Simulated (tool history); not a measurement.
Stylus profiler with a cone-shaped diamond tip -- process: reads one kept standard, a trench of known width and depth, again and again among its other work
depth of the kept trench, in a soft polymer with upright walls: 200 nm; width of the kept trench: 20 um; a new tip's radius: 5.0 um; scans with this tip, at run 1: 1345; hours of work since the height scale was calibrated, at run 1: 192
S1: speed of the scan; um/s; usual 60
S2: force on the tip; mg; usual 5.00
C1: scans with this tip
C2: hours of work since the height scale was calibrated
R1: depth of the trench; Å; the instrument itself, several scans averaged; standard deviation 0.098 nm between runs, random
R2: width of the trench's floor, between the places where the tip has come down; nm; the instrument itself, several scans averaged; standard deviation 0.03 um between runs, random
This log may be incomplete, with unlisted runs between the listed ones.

Run 1, hour 0.0: usual settings; C1 1345; C2 192. Result: R1 2054.9 Å, R2 16910 nm.
Run 2, hour 11.5: usual settings; C1 1387; C2 199. Result: R1 2055.8 Å, R2 16890 nm.
Run 3, hour 37.6: usual settings; C1 1484; C2 212. Result: R1 2054.1 Å, R2 16830 nm.
Run 4, hour 52.5: usual settings but S1 129 um/s; C1 1539; C2 220. Result: R1 2054.6 Å, R2 16530 nm.
Run 5, hour 65.9: usual settings but S1 129 um/s; C1 1589; C2 227. Result: R1 2055.2 Å, R2 16500 nm.
Run 6, hour 89.0: usual settings but S1 16 um/s; C1 1675; C2 240. Result: R1 2055.7 Å, R2 17060 nm.
Run 7, hour 114.7: usual settings but S1 115 um/s; C1 1770; C2 253. Result: R1 2053.6 Å, R2 16550 nm.
Run 8, hour 125.8: usual settings but S1 115 um/s; C1 1811; C2 259. Result: R1 2055.4 Å, R2 16520 nm.
Run 9, hour 151.0: usual settings but S2 3.89 mg; C1 1905; C2 273. Result: R1 2047.0 Å, R2 16750 nm.
Run 10, hour 175.8: usual settings; C1 1997; C2 286. Result: R1 2055.9 Å, R2 16810 nm.
Run 11, hour 192.1: usual settings but S2 2.76 mg; C1 2057; C2 294. Result: R1 2039.7 Å, R2 16680 nm.
Run 12, hour 210.4: usual settings but S1 23 um/s, S2 2.02 mg; C1 2125; C2 304. Result: R1 2031.3 Å, R2 16850 nm.
Run 13, hour 234.6: usual settings but S1 23 um/s, S2 2.02 mg; C1 2215; C2 317. Result: R1 2031.6 Å, R2 16880 nm.
Run 14, hour 252.5: usual settings but S2 7.33 mg; C1 2282; C2 327. Result: R1 2071.7 Å, R2 16820 nm.
Run 15, hour 274.4: usual settings but S1 46 um/s, S2 1.85 mg; C1 2363; C2 338. Result: R1 2028.2 Å, R2 16700 nm.
Run 16, hour 297.1: usual settings but S1 73 um/s, S2 2.21 mg; C1 2447; C2 350. Result: R1 2032.7 Å, R2 16530 nm.
Run 17, hour 312.6: usual settings but S1 73 um/s, S2 2.21 mg; C1 2504; C2 358. Result: R1 2031.2 Å, R2 16550 nm.
Run 18, hour 329.1: usual settings but S1 42 um/s, S2 3.20 mg; C1 2566; C2 367. Result: R1 2041.9 Å, R2 16800 nm.
Run 19, hour 354.8: usual settings but S1 42 um/s, S2 3.20 mg; C1 2661; C2 381. Result: R1 2042.1 Å, R2 16740 nm.
Run 20, hour 372.7: usual settings but S1 35 um/s, S2 11.18 mg; C1 2727; C2 390. Result: R1 2095.5 Å, R2 16860 nm.
Run 21, hour 395.3: usual settings but S1 35 um/s, S2 11.18 mg; C1 2811; C2 402. Result: R1 2093.3 Å, R2 16960 nm.
Run 22, hour 420.4: usual settings but S1 35 um/s, S2 11.18 mg; C1 2904; C2 416. Result: R1 2095.5 Å, R2 16920 nm.

Each row is a separate what-if for the run after 22, all from the same tool condition, not one after another. Results?
Run A, hour 434.3: usual settings but S1 35 um/s, S2 2.39 mg; C1 2956; C2 423. Result: R1 ?, R2 ?.
Run B, hour 434.3: usual settings but S1 112 um/s, S2 4.26 mg; C1 2956; C2 423. Result: R1 ?, R2 ?.
Run C, hour 434.3: usual settings but S1 35 um/s, S2 3.00 mg; C1 2956; C2 423. Result: R1 ?, R2 ?.
Run D, hour 434.3: usual settings but S1 26 um/s, S2 5.87 mg; C1 2956; C2 423. Result: R1 ?, R2 ?.
Run E, hour 434.3: usual settings but S1 211 um/s, S2 7.73 mg; C1 2956; C2 423. Result: R1 ?, R2 ?.

run      R1     R2
  A  2036.7  16790
  B  2050.8  16400
  C  2039.9  16780
  D  2062.5  16860
  E  2074.5  16270
What these runs would have given with no unlogged condition in the tool:
run      R1     R2
  A  2035.1  16980
  B  2049.2  16590
  C  2038.4  16970
  D  2061.0  17050
  E  2072.9  16460
